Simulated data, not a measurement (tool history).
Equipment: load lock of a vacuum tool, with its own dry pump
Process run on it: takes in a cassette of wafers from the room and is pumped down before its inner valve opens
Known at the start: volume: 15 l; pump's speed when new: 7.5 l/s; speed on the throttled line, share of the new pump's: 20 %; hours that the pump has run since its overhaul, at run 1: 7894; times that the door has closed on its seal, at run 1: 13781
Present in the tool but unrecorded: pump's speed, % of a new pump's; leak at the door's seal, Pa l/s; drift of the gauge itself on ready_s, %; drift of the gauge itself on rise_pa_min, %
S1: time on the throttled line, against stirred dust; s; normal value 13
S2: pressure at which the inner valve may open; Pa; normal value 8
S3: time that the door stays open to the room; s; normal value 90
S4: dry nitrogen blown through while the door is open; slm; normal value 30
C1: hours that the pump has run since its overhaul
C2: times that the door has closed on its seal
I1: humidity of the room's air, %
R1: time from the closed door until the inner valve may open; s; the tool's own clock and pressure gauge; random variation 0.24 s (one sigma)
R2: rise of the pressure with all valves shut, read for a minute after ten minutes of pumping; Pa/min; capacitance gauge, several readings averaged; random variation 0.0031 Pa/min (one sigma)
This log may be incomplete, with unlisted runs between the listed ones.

run 1 day=0.000 | S1=13 S2=8 S3=90 S4=30 | C1=7894 C2=13781 | I1=48.3 | R1=30.3 R2=0.090
run 2 day=3.275 | S1=13 S2=8 S3=90 S4=30 | C1=7973 C2=14123 | I1=45.0 | R1=30.2 R2=0.087
run 3 day=7.162 | S1=13 S2=8 S3=90 S4=30 | C1=8066 C2=14529 | I1=48.7 | R1=30.2 R2=0.096
run 4 day=9.912 | S1=13 S2=8 S3=90 S4=30 | C1=8132 C2=14816 | I1=45.5 | R1=30.2 R2=0.097
run 5 day=13.150 | S1=13 S2=8 S3=90 S4=30 | C1=8210 C2=15154 | I1=46.7 | R1=30.5 R2=0.095
run 6 day=16.304 | S1=13 S2=8 S3=90 S4=30 | C1=8286 C2=15484 | I1=48.0 | R1=29.9 R2=0.103
run 7 day=20.142 | S1=14 S2=8 S3=90 S4=30 | C1=8378 C2=15885 | I1=45.8 | R1=31.3 R2=0.096
run 8 day=23.867 | S1=14 S2=8 S3=90 S4=30 | C1=8467 C2=16274 | I1=45.9 | R1=31.1 R2=0.099
run 9 day=26.454 | S1=13 S2=8 S3=90 S4=30 | C1=8529 C2=16544 | I1=44.9 | R1=30.5 R2=0.094
run 10 day=31.279 | S1=13 S2=9 S3=90 S4=30 | C1=8645 C2=17048 | I1=47.0 | R1=29.7 R2=0.100
run 11 day=34.338 | S1=13 S2=8 S3=90 S4=30 | C1=8718 C2=17368 | I1=44.6 | R1=30.2 R2=0.102
run 12 day=37.879 | S1=13 S2=8 S3=90 S4=30 | C1=8803 C2=17738 | I1=45.9 | R1=30.8 R2=0.106
run 13 day=42.329 | S1=13 S2=8 S3=90 S4=30 | C1=8910 C2=18203 | I1=49.8 | R1=30.5 R2=0.109
run 14 day=45.033 | S1=13 S2=8 S3=90 S4=30 | C1=8975 C2=18486 | I1=42.2 | R1=30.4 R2=0.101
run 15 day=48.508 | S1=13 S2=8 S3=90 S4=30 | C1=9059 C2=18849 | I1=44.6 | R1=30.0 R2=0.100
run 16 day=52.392 | S1=13 S2=13 S3=90 S4=30 | C1=9152 C2=19254 | I1=43.1 | R1=29.2 R2=0.105
run 17 day=57.112 | S1=13 S2=13 S3=162 S4=30 | C1=9265 C2=19747 | I1=46.6 | R1=29.5 R2=0.135
run 18 day=60.017 | S1=12 S2=13 S3=37 S4=44 | C1=9335 C2=20051 | I1=47.5 | R1=28.7 R2=0.075
run 19 day=63.692 | S1=7 S2=14 S3=90 S4=7 | C1=9423 C2=20434 | I1=45.5 | R1=24.3 R2=0.137
run 20 day=67.738 | S1=7 S2=15 S3=90 S4=30 | C1=9520 C2=20857 | I1=44.7 | R1=24.6 R2=0.108
run 21 day=70.171 | S1=18 S2=14 S3=90 S4=31 | C1=9578 C2=21112 | I1=45.9 | R1=33.0 R2=0.104
run 22 day=73.304 | S1=13 S2=8 S3=43 S4=36 | C1=9654 C2=21439 | I1=44.3 | R1=30.1 R2=0.087
run 23 day=75.896 | S1=13 S2=9 S3=66 S4=9 | C1=9716 C2=21709 | I1=44.2 | R1=30.1 R2=0.126
run 24 day=80.675 | S1=16 S2=8 S3=59 S4=9 | C1=9830 C2=22209 | I1=48.5 | R1=32.6 R2=0.129
run 25 day=82.708 | S1=8 S2=10 S3=40 S4=8 | C1=9879 C2=22421 | I1=44.8 | R1=25.9 R2=0.113
run 26 day=86.804 | S1=8 S2=10 S3=40 S4=8 | C1=9978 C2=22849 | I1=44.1 | R1=26.2 R2=0.116
run 27 day=91.342 | S1=8 S2=10 S3=40 S4=8 | C1=10086 C2=23323 | I1=45.5 | R1=26.0 R2=0.115
run 28 day=96.017 | S1=8 S2=10 S3=40 S4=8 | C1=10199 C2=23812 | I1=47.3 | R1=26.2 R2=0.123
run 29 day=98.175 | S1=8 S2=10 S3=40 S4=8 | C1=10250 C2=24037 | I1=42.7 | R1=26.0 R2=0.111
run 30 day=101.517 | S1=13 S2=7 S3=36 S4=13 | C1=10331 C2=24386 | I1=50.1 | R1=30.4 R2=0.112
run 31 day=104.788 | S1=13 S2=7 S3=36 S4=13 | C1=10409 C2=24728 | I1=44.9 | R1=31.0 R2=0.116
run 32 day=107.033 | S1=14 S2=14 S3=123 S4=31 | C1=10463 C2=24963 | I1=46.9 | R1=30.1 R2=0.139
run 33 day=111.121 | S1=14 S2=14 S3=123 S4=31 | C1=10561 C2=25390 | I1=43.9 | R1=30.4 R2=0.135

Forecast each of these 4 alternatives for the next run:
run A day=115.275 | S1=14 S2=14 S3=41 S4=31 | C1=10661 C2=25824 | I1=46.2 | R1=? R2=?
run B day=115.275 | S1=14 S2=11 S3=194 S4=31 | C1=10661 C2=25824 | I1=45.5 | R1=? R2=?
run C day=115.275 | S1=15 S2=14 S3=123 S4=14 | C1=10661 C2=25824 | I1=46.9 | R1=? R2=?
run D day=115.275 | S1=13 S2=13 S3=37 S4=30 | C1=10661 C2=25824 | I1=42.7 | R1=? R2=?

run=A R1=30.0 R2=0.104
run=B R1=31.1 R2=0.154
run=C R1=30.8 R2=0.166
run=D R1=29.6 R2=0.104
The same runs, with their run-to-run variation unchanged, on a tool lacking any hidden condition would have given:
run=A R1=29.1 R2=0.035
run=B R1=30.2 R2=0.085
run=C R1=29.9 R2=0.096
run=D R1=28.7 R2=0.034
